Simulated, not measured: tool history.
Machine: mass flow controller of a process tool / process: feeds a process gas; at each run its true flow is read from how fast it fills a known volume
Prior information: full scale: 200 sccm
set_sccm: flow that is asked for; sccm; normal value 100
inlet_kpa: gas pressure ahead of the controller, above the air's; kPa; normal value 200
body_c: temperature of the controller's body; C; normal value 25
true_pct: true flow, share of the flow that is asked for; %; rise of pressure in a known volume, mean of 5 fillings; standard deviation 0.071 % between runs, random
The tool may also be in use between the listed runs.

Run 1, hour 0: usual settings. Result: true_pct 99.5 %.
Run 2, hour 45.9: usual settings. Result: true_pct 99.4 %.
Run 3, hour 90: usual settings. Result: true_pct 99.46 %.
Run 4, hour 176.8: usual settings but inlet_kpa 158 kPa. Result: true_pct 99.52 %.
Run 5, hour 235.9: usual settings but inlet_kpa 158 kPa. Result: true_pct 99.54 %.
Run 6, hour 298.4: usual settings but inlet_kpa 158 kPa. Result: true_pct 99.65 %.
Run 7, hour 373.9: usual settings but inlet_kpa 158 kPa. Result: true_pct 99.68 %.
Run 8, hour 431.1: usual settings but body_c 22 C. Result: true_pct 100 %.
Run 9, hour 512.4: usual settings but body_c 22 C. Result: true_pct 99.92 %.
Run 10, hour 572: usual settings but body_c 22 C. Result: true_pct 100.13 %.
Run 11, hour 616.6: usual settings but set_sccm 108 sccm. Result: true_pct 100.03 %.
Run 12, hour 686.2: usual settings but set_sccm 21 sccm. Result: true_pct 99.71 %.

Estimate the outcome of run 13 from the log above:
Run 13, hour 732.3: usual settings but inlet_kpa 201 kPa. Result: true_pct ?.

true_pct: 100.18 %
With the hidden condition absent and the run-to-run variation left alone, this run would have shown true_pct 99.48 %.
